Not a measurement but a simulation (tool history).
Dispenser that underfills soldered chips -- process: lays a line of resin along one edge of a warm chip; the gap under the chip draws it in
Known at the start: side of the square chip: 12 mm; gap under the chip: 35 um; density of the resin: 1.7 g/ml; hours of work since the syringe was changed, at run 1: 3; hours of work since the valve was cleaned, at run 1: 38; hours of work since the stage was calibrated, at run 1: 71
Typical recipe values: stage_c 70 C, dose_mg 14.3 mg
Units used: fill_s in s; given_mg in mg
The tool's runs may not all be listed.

| run | hour | stage_c | dose_mg | hours of work since the syringe was changed | hours of work since the valve was cleaned | hours of work since the stage was calibrated | fill_s | given_mg |
|---|---|---|---|---|---|---|---|---|
| 1 | 0 | 70 | 14.3 | 3 | 38 | 71 | 121.5 | 14.16 |
|  | 13.2 | new syringe of resin |
| 2 | 13.6 | 70 | 14.3 | 0 | 46 | 79 | 101.1 | 13.94 |
| 3 | 19.3 | 81 | 14.3 | 4 | 50 | 82 | 74 | 13.84 |
| 4 | 30.7 | 81 | 14.3 | 11 | 57 | 89 | 108.7 | 13.9 |
|  | 31.8 | new syringe of resin |
| 5 | 40.5 | 71 | 14.3 | 5 | 63 | 95 | 126 | 13.81 |
|  | 50 | new syringe of resin |
| 6 | 53.6 | 71 | 14.3 | 2 | 70 | 103 | 106.2 | 13.8 |
| 7 | 60.2 | 70 | 15.3 | 6 | 74 | 107 | 137.2 | 14.76 |
|  | 68 | new syringe of resin |
| 8 | 70.5 | 70 | 15.3 | 2 | 80 | 113 | 106.1 | 14.71 |
| 9 | 84.2 | 70 | 15.3 | 10 | 89 | 121 | 168.3 | 14.57 |
|  | 86.8 | new syringe of resin |
| 10 | 90.8 | 70 | 15.3 | 2 | 93 | 125 | 109.7 | 14.63 |
| 11 | 99.6 | 70 | 15.3 | 8 | 98 | 131 | 150.6 | 14.54 |
|  | 105.2 | new syringe of resin |
| 12 | 110.1 | 70 | 15.3 | 3 | 104 | 137 | 114.2 | 14.55 |
| 13 | 121.9 | 62 | 15.3 | 10 | 111 | 144 | 251.6 | 14.44 |
|  | 123.7 | new syringe of resin |
| 14 | 132.1 | 70 | 14 | 5 | 117 | 150 | 131.3 | 13.15 |
|  | 134.3 | dispensing valve cleaned and set on the balance |
| 15 | 141.4 | 84 | 14.3 | 10 | 4 | 155 | 90.3 | 14.31 |
|  | 142.7 | new syringe of resin |
| 16 | 152 | 70 | 14.3 | 6 | 11 | 161 | 132.1 | 14.2 |
| 17 | 158.6 | 70 | 14.3 | 10 | 15 | 165 | 166.3 | 14.23 |
|  | 160.8 | new syringe of resin |
| 18 | 165.4 | 56 | 14.3 | 3 | 19 | 169 | 222.5 | 14.25 |
| 19 | 175.9 | 76 | 17.1 | 9 | 25 | 176 | 119.1 | 16.83 |
|  | 179.2 | new syringe of resin |
| 20 | 185.6 | 62 | 13.6 | 4 | 31 | 181 | 178.3 | 13.34 |
| 21 | 193.4 | 82 | 13.6 | 9 | 35 | 186 | 90.9 | 13.34 |
|  | 198.2 | new syringe of resin |
| 22 | 204.3 | 82 | 13.6 | 4 | 42 | 193 | 68.2 | 13.34 |
| 23 | 212.8 | 80 | 12.4 | 9 | 47 | 198 | 98.9 | 12.14 |
|  | 216.3 | new syringe of resin |
| 24 | 224.2 | 80 | 12.4 | 5 | 54 | 204 | 81.3 | 11.99 |
|  | 234.5 | new syringe of resin |
| 25 | 235 | 78 | 17.6 | 0 | 60 | 211 | 67.4 | 17.02 |
| 26 | 248.5 | 73 | 14.9 | 9 | 68 | 219 | 130.6 | 14.4 |
|  | 252.7 | new syringe of resin |
| 27 | 256.4 | 59 | 14.3 | 2 | 73 | 224 | 185.4 | 13.75 |
| 28 | 265.9 | 57 | 12.6 | 8 | 79 | 229 | 287.8 | 12.18 |
|  | 270.9 | new syringe of resin |
| 29 | 273.7 | 80 | 12.6 | 2 | 83 | 234 | 68.1 | 12.04 |
| 30 | 284.4 | 83 | 13.8 | 8 | 90 | 241 | 83.7 | 13.1 |
|  | 289.8 | new syringe of resin |
| 31 | 292.2 | 83 | 13.8 | 1 | 94 | 245 | 57 | 13.07 |
| 32 | 302.3 | 82 | 15.4 | 8 | 101 | 251 | 82.3 | 14.6 |
|  | 308 | new syringe of resin |
| 33 | 308.9 | 82 | 15.4 | 1 | 104 | 255 | 55.9 | 14.56 |
| 34 | 318.8 | 82 | 13.9 | 7 | 110 | 261 | 79.3 | 13.17 |
| 35 | 324.9 | 82 | 13.9 | 10 | 114 | 265 | 97 | 13.11 |

Consider 3 possible next runs. They are alternatives, not a sequence: every one starts from the tool as it was left by run 35. What does each give?
|  | 326.3 | new syringe of resin |
|  | 333 | dispensing valve cleaned and set on the balance |
| A | 337.9 | 59 | 16.1 | 6 | 3 | 272 | ? | ? |
|  | 326.3 | new syringe of resin |
|  | 333 | dispensing valve cleaned and set on the balance |
| B | 337.9 | 80 | 14.3 | 6 | 3 | 272 | ? | ? |
|  | 326.3 | new syringe of resin |
|  | 333 | dispensing valve cleaned and set on the balance |
| C | 337.9 | 70 | 14.7 | 6 | 3 | 272 | ? | ? |

| run | fill_s | given_mg |
|---|---|---|
| A | 225.2 | 16.06 |
| B | 83 | 14.25 |
| C | 131.6 | 14.64 |
Without the tool's hidden state the same runs would have given:
| run | fill_s | given_mg |
|---|---|---|
| A | 178.7 | 16.09 |
| B | 65.1 | 14.28 |
| C | 103.8 | 14.67 |
